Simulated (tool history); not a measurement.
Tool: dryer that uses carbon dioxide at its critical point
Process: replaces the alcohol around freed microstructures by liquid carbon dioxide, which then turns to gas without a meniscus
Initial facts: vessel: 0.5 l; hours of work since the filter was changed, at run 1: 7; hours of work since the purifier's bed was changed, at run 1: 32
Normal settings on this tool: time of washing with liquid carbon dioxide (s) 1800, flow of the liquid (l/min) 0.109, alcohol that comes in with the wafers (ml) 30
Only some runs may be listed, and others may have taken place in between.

run,hour,time of washing with liquid carbon dioxide (s),flow of the liquid (l/min),alcohol that comes in with the wafers (ml),hours of work since the filter was changed,hours of work since the purifier's bed was changed,alcohol left in the vessel before it's heated (ppm by volume)
1,0,1800,0.109,30,7,32,108
2,6.7,1320,0.109,30,11,35,552
3,16.6,1320,0.109,30,16,41,577
4,25.6,1320,0.109,30,21,46,570
5,35.7,1320,0.109,30,26,51,562
6,42.1,1320,0.116,30,30,54,419
7,48.3,1320,0.116,30,33,58,429
8,56.3,1800,0.11,30,37,62,100
9,66.8,1800,0.11,30,43,68,104
10,76.2,1800,0.11,30,48,73,108
11,90.5,1800,0.11,30,55,80,119
12,102,1800,0.11,30,62,87,111
13,110.3,1680,0.109,30,66,91,167
14,118.2,1680,0.109,30,70,95,165
15,130.8,1680,0.109,30,77,102,175
16,139.4,1680,0.109,30,82,107,182
17,147.3,1680,0.109,30,86,111,179
18,160.4,1800,0.109,65,93,118,259
19,171.5,1800,0.109,30,99,124,121
20,181.1,1800,0.109,30,104,129,133
21,187.1,2460,0.109,30,107,132,36
22,194.9,2460,0.109,30,111,136,42
23,202.5,1320,0.109,30,116,140,605
24,213.5,1500,0.109,30,121,146,331
25,221.2,1560,0.135,115,126,150,292
26,231.3,2700,0.082,93,131,156,182
27,241.6,2700,0.082,93,137,161,185
28,249.3,2700,0.082,93,141,166,176
29,259.8,2700,0.082,93,146,171,186
30,268.1,1320,0.18,61,151,176,78
31,281.7,1800,0.104,101,158,183,546
32,294.5,1380,0.104,65,165,190,1377
33,301.4,1380,0.136,65,169,193,360
34,314.1,2460,0.101,37,175,200,51
35,323.1,2460,0.101,37,180,205,54
36,329.2,1740,0.122,57,183,208,157
37,335.4,1500,0.072,112,187,212,7434
38,346.4,1500,0.072,112,193,218,7491
39,357.6,1500,0.072,112,199,224,7405
40,372.3,1320,0.119,81,207,231,1169
41,386.5,1200,0.109,79,214,239,2525
42,400.3,1380,0.164,30,222,246,76
43,406.4,1380,0.164,30,225,250,77
44,416.1,1800,0.103,44,230,255,299
45,423.8,1800,0.103,44,234,259,294
46,437.3,1800,0.079,47,242,266,1125

Here are 5 independent what-if runs from the current tool condition. What would each one return?
A,443.6,2460,0.11,30,245,270,?
B,443.6,1800,0.087,30,245,270,?
C,443.6,1800,0.13,33,245,270,?
D,443.6,1560,0.147,112,245,270,?
E,443.6,2460,0.174,29,245,270,?

run,alcohol left in the vessel before it's heated (ppm by volume)
A,47
B,494
C,72
D,204
E,43
Without the tool's hidden state the same runs would have given:
run,alcohol left in the vessel before it's heated (ppm by volume)
A,14
B,376
C,31
D,130
E,14
